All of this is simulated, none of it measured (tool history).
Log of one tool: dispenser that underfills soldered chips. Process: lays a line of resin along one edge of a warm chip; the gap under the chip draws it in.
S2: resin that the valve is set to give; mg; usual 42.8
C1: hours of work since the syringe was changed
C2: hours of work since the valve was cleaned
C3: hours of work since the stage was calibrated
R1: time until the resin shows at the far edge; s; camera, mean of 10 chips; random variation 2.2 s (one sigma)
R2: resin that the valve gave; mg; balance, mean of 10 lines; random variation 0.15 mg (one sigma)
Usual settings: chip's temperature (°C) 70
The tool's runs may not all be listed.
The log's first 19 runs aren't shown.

-- hour=182.7 new syringe of resin
run 20 hour=182.9 | chip's_temperature_(°C)=64 S2=37.2 | C1=0 C2=70 C3=358 | R1=283.6 R2=35.86
-- hour=188.7 dispensing valve cleaned and set on the balance
run 21 hour=190.8 | chip's_temperature_(°C)=64 S2=37.2 | C1=5 C2=1 C3=363 | R1=343.9 R2=36.71
-- hour=197.1 new syringe of resin
run 22 hour=203.4 | chip's_temperature_(°C)=71 S2=42.8 | C1=4 C2=10 C3=372 | R1=233.3 R2=42.39
-- hour=210 new syringe of resin
run 23 hour=216.9 | chip's_temperature_(°C)=71 S2=42.8 | C1=5 C2=20 C3=381 | R1=241.2 R2=42.43
-- hour=223.1 new syringe of resin
run 24 hour=228.8 | chip's_temperature_(°C)=79 S2=42.8 | C1=4 C2=28 C3=389 | R1=162.8 R2=41.99
-- hour=236.3 new syringe of resin
run 25 hour=239.4 | chip's_temperature_(°C)=59 S2=39.5 | C1=2 C2=35 C3=396 | R1=392.3 R2=38.69
-- hour=249.2 new syringe of resin
run 26 hour=249.4 | chip's_temperature_(°C)=76 S2=45.5 | C1=0 C2=42 C3=403 | R1=150.5 R2=44.64
run 27 hour=260.8 | chip's_temperature_(°C)=79 S2=42.8 | C1=8 C2=50 C3=411 | R1=193.9 R2=41.85
-- hour=262.1 new syringe of resin
run 28 hour=273.1 | chip's_temperature_(°C)=77 S2=47 | C1=8 C2=58 C3=420 | R1=202.3 R2=45.65
-- hour=275.8 new syringe of resin
run 29 hour=281.8 | chip's_temperature_(°C)=77 S2=47 | C1=4 C2=64 C3=426 | R1=178.4 R2=45.17
-- hour=288.6 new syringe of resin
run 30 hour=290.1 | chip's_temperature_(°C)=72 S2=54.9 | C1=1 C2=70 C3=431 | R1=182.4 R2=53.03
-- hour=296.5 dispensing valve cleaned and set on the balance
run 31 hour=299.5 | chip's_temperature_(°C)=72 S2=54.9 | C1=7 C2=2 C3=437 | R1=246.1 R2=54.54
-- hour=303.2 new syringe of resin
run 32 hour=308.1 | chip's_temperature_(°C)=72 S2=54.9 | C1=3 C2=8 C3=443 | R1=204.2 R2=54.68
-- hour=316.3 new syringe of resin
run 33 hour=317.3 | chip's_temperature_(°C)=69 S2=40 | C1=1 C2=14 C3=449 | R1=216.7 R2=39.74

Run 34 comes next. What will it give?
run 34 hour=325.2 | chip's_temperature_(°C)=69 S2=40 | C1=6 C2=20 C3=455 | R1=? R2=?

{"run 34": {"R1": 283.8, "R2": 39.7}}
Without the tool's hidden state the same run would have given R1 225.1 s, R2 40.14 mg.
